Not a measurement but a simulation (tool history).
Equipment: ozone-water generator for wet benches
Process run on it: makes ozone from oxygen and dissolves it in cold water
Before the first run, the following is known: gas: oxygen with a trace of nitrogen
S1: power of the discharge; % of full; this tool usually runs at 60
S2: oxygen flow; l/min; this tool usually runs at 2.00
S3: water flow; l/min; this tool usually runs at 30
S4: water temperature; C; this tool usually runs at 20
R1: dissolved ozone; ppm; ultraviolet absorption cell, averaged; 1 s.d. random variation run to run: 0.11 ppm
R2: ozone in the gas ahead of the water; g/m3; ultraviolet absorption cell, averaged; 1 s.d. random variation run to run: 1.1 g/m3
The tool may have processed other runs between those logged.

run,hour,S1,S2,S3,S4,R1,R2
1,0.0,60,2.00,30,20,7.1,187.2
2,66.5,60,2.00,30,20,7.3,189.5
3,165.0,60,2.07,30,20,7.3,185.1
4,270.2,60,2.07,30,20,7.1,185.9
5,367.8,60,2.07,30,20,7.3,185.2
6,487.7,60,2.00,30,20,7.1,188.8
7,635.9,60,2.00,30,20,7.1,188.7
8,748.0,60,2.00,30,20,6.9,188.7
9,821.8,44,2.00,30,20,5.8,152.7
10,905.4,44,2.00,30,12,6.1,156.1
11,1041.3,44,2.00,30,12,6.1,154.3
12,1107.3,44,2.00,30,12,6.1,154.6
13,1220.2,60,2.00,30,20,7.3,189.0
14,1335.2,60,2.00,30,20,7.1,187.2
15,1459.0,60,2.00,30,20,7.2,187.2
16,1578.4,60,2.00,30,20,7.1,188.5
17,1700.0,56,1.29,30,20,5.4,216.9
18,1792.7,56,1.29,30,20,5.9,216.9
19,1942.0,56,1.29,30,20,5.7,215.6
20,2077.2,80,1.29,30,20,7.0,274.3
21,2164.0,80,1.29,30,20,7.2,274.6
22,2243.7,80,1.29,19,16,11.6,273.9
23,2354.0,49,1.17,30,20,5.0,209.9
24,2449.7,51,1.69,20,19,8.9,180.1
25,2585.8,62,1.63,25,14,8.5,210.3
26,2715.7,60,2.00,30,26,7.0,188.0
27,2841.3,60,1.87,31,20,6.7,193.7
28,2981.6,50,2.30,30,20,6.7,156.4
29,3070.9,76,2.95,27,23,10.3,185.1
# hour 3148.4: contactor cleaned
30,3215.7,92,2.00,30,20,9.6,248.8
31,3346.6,92,2.00,30,20,9.2,248.5
32,3410.6,92,2.00,30,20,9.6,248.4

Here are 4 independent what-if runs from the current tool condition. What would each one return?
A,3490.0,60,1.05,36,16,?,?
B,3490.0,92,2.00,25,20,?,?
C,3490.0,43,1.31,30,14,?,?
D,3490.0,60,3.46,41,20,?,?

run,R1,R2
A,4.4,248.0
B,11.0,249.3
C,5.0,182.9
D,6.3,148.6
Take away the tool's hidden state, keep each run's random variation, and the runs would have read:
run,R1,R2
A,4.4,248.2
B,11.0,249.6
C,5.0,183.0
D,6.3,148.7
